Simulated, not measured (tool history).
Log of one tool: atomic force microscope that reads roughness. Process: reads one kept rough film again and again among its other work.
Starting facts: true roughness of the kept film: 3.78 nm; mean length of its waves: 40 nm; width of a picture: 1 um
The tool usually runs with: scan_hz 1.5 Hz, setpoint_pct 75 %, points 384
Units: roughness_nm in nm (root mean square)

run     day  scan_hz  setpoint_pct  points  roughness_nm
  1       0      1.5            75     384         2.688
  2   1.192      1.5            75     384         2.647
  3   2.404     2.17            75     384         2.518
      2.796  -- new tip fitted
  4   3.808     2.17            75     384         3.038
  5   5.021     2.17            75     384         2.965
  6   6.475     2.17            75     384          2.95
  7   7.358     2.17            75     384         2.936
  8   8.833     2.17            75     384         2.824
  9  10.471     3.26            75     384          2.63
 10  12.167      1.5            75     728         2.864
 11  13.871      1.5            60     384         2.934
 12  15.283     0.99            75     384         2.829
 13  16.925     0.99            67     384          2.84
     18.171  -- new tip fitted
 14  18.171     0.99            67     384         3.405
 15  19.829     0.99            67     384         3.332
 16  21.446     0.99            67     384         3.262
 17  23.154     1.53            75     384         3.005
 18  23.917      1.5            62     384         3.122
 19  24.788      1.5            75     384         2.952
 20  26.558      1.5            87     384         2.693
 21   27.65      1.5            75     384         2.857
       27.8  -- height scale calibrated on a step standard
 22  28.908      1.5            56     384         3.018
 23  30.662      1.5            56     384         2.933

Expected results for the next run?
 24  31.612     2.77            75     310             ?

{"run 24": {"roughness_nm": 2.483}}
The same run, on a tool lacking any hidden state, would have yielded roughness_nm 2.931 nm (root mean square).
